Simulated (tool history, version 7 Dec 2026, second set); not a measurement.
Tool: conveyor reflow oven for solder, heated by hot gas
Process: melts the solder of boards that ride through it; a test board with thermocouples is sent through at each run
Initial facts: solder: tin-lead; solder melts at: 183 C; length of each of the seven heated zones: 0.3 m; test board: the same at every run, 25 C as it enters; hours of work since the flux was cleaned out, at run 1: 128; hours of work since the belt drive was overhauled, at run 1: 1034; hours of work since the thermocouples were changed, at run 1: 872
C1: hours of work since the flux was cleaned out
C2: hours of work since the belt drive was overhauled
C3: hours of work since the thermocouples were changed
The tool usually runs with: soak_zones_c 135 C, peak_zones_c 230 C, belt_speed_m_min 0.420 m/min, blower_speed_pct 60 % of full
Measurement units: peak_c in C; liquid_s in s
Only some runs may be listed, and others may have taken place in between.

Run 1, day 0.000: usual settings; C1 128; C2 1034; C3 872. Result: peak_c 213.9 C, liquid_s 60.7 s.
Run 2, day 1.142: usual settings; C1 144; C2 1051; C3 889. Result: peak_c 213.8 C, liquid_s 60.3 s.
Run 3, day 2.908: usual settings but belt_speed_m_min 0.405 m/min; C1 170; C2 1077; C3 915. Result: peak_c 214.9 C, liquid_s 63.6 s.
Run 4, day 4.312: usual settings but belt_speed_m_min 0.405 m/min; C1 191; C2 1097; C3 935. Result: peak_c 214.9 C, liquid_s 64.6 s.
Run 5, day 5.896: usual settings but belt_speed_m_min 0.405 m/min; C1 214; C2 1121; C3 958. Result: peak_c 214.6 C, liquid_s 63.5 s.
Run 6, day 7.717: usual settings; C1 241; C2 1147; C3 985. Result: peak_c 213.9 C, liquid_s 60.0 s.
Run 7, day 9.612: usual settings; C1 269; C2 1175; C3 1013. Result: peak_c 213.6 C, liquid_s 59.2 s.
Run 8, day 10.579: usual settings but soak_zones_c 146 C; C1 283; C2 1189; C3 1027. Result: peak_c 215.0 C, liquid_s 67.0 s.
Run 9, day 11.458: usual settings but soak_zones_c 146 C; C1 296; C2 1202; C3 1040. Result: peak_c 215.3 C, liquid_s 66.4 s.
Run 10, day 13.262: usual settings but soak_zones_c 146 C; C1 323; C2 1229; C3 1067. Result: peak_c 215.4 C, liquid_s 66.7 s.
Run 11, day 14.900: usual settings but soak_zones_c 146 C; C1 347; C2 1253; C3 1091. Result: peak_c 215.7 C, liquid_s 65.9 s.
Run 12, day 16.929: usual settings but peak_zones_c 231 C; C1 376; C2 1283; C3 1121. Result: peak_c 214.1 C, liquid_s 59.7 s.
Run 13, day 18.942: usual settings but peak_zones_c 231 C; C1 406; C2 1312; C3 1150. Result: peak_c 213.8 C, liquid_s 59.5 s.
Run 14, day 20.375: usual settings but peak_zones_c 231 C; C1 427; C2 1333; C3 1171. Result: peak_c 213.3 C, liquid_s 60.0 s.
At day 20.800: belt drive overhauled, speed set with a stopwatch.
At day 21.104: flux residue cleaned out of gas plates and filters.
Run 15, day 21.975: usual settings but soak_zones_c 144 C; C1 13; C2 14; C3 1189. Result: peak_c 216.2 C, liquid_s 65.6 s.
Run 16, day 23.733: usual settings but soak_zones_c 144 C; C1 39; C2 40; C3 1215. Result: peak_c 215.8 C, liquid_s 65.8 s.
Run 17, day 24.904: usual settings but blower_speed_pct 78 % of full; C1 56; C2 57; C3 1232. Result: peak_c 219.6 C, liquid_s 65.5 s.
Run 18, day 26.046: usual settings but soak_zones_c 147 C, peak_zones_c 218 C, belt_speed_m_min 0.409 m/min, blower_speed_pct 61 % of full; C1 73; C2 74; C3 1249. Result: peak_c 207.8 C, liquid_s 60.0 s.
Run 19, day 27.933: usual settings but soak_zones_c 146 C, peak_zones_c 218 C, belt_speed_m_min 0.409 m/min, blower_speed_pct 72 % of full; C1 100; C2 102; C3 1277. Result: peak_c 209.3 C, liquid_s 63.3 s.
Run 20, day 29.733: usual settings but soak_zones_c 125 C; C1 127; C2 128; C3 1303. Result: peak_c 212.2 C, liquid_s 54.5 s.
Run 21, day 31.667: usual settings but blower_speed_pct 81 % of full; C1 155; C2 157; C3 1332. Result: peak_c 219.3 C, liquid_s 65.9 s.
Run 22, day 33.567: usual settings but soak_zones_c 133 C, peak_zones_c 245 C, blower_speed_pct 54 % of full; C1 183; C2 185; C3 1360. Result: peak_c 224.1 C, liquid_s 66.9 s.
Run 23, day 35.550: usual settings but peak_zones_c 245 C, belt_speed_m_min 0.352 m/min, blower_speed_pct 87 % of full; C1 212; C2 214; C3 1389. Result: peak_c 238.8 C, liquid_s 93.9 s.
Run 24, day 36.908: usual settings but peak_zones_c 245 C, belt_speed_m_min 0.407 m/min, blower_speed_pct 54 % of full; C1 232; C2 234; C3 1409. Result: peak_c 226.0 C, liquid_s 71.6 s.
Run 25, day 38.329: usual settings but soak_zones_c 131 C, peak_zones_c 225 C, belt_speed_m_min 0.407 m/min, blower_speed_pct 54 % of full; C1 253; C2 255; C3 1430. Result: peak_c 207.6 C, liquid_s 52.7 s.
Run 26, day 39.175: usual settings but soak_zones_c 131 C, peak_zones_c 225 C, belt_speed_m_min 0.407 m/min, blower_speed_pct 54 % of full; C1 266; C2 267; C3 1442. Result: peak_c 207.7 C, liquid_s 52.1 s.
Run 27, day 40.688: usual settings but soak_zones_c 131 C, peak_zones_c 225 C, belt_speed_m_min 0.407 m/min, blower_speed_pct 54 % of full; C1 288; C2 289; C3 1464. Result: peak_c 207.4 C, liquid_s 52.7 s.
At day 41.954: thermocouples of zones 6 and 7 changed.
Run 28, day 42.829: usual settings but soak_zones_c 148 C, peak_zones_c 225 C, belt_speed_m_min 0.407 m/min, blower_speed_pct 54 % of full; C1 318; C2 320; C3 13. Result: peak_c 207.8 C, liquid_s 60.9 s.
Run 29, day 44.025: usual settings but soak_zones_c 125 C, peak_zones_c 225 C, belt_speed_m_min 0.407 m/min, blower_speed_pct 84 % of full; C1 336; C2 337; C3 30. Result: peak_c 210.8 C, liquid_s 57.4 s.
Run 30, day 45.817: usual settings but blower_speed_pct 82 % of full; C1 362; C2 364; C3 57. Result: peak_c 215.1 C, liquid_s 62.3 s.
Run 31, day 47.083: usual settings but blower_speed_pct 82 % of full; C1 381; C2 382; C3 75. Result: peak_c 215.4 C, liquid_s 62.4 s.

3 ways to go on from here, each from the tool as it stands after run 31. What would each give?
Run A, day 48.850: usual settings but belt_speed_m_min 0.458 m/min, blower_speed_pct 86 % of full; C1 407; C2 408; C3 101. Result: peak_c ?, liquid_s ?.
Run B, day 48.850: usual settings but peak_zones_c 225 C, belt_speed_m_min 0.386 m/min, blower_speed_pct 75 % of full; C1 407; C2 408; C3 101. Result: peak_c ?, liquid_s ?.
Run C, day 48.850: usual settings but blower_speed_pct 77 % of full; C1 407; C2 408; C3 101. Result: peak_c ?, liquid_s ?.

run  peak_c  liquid_s
  A   213.3      55.3
  B   211.7      64.5
  C   214.0      60.4
Without the tool's hidden state the same runs would have given:
run  peak_c  liquid_s
  A   216.2      58.2
  B   213.9      67.3
  C   216.6      63.1
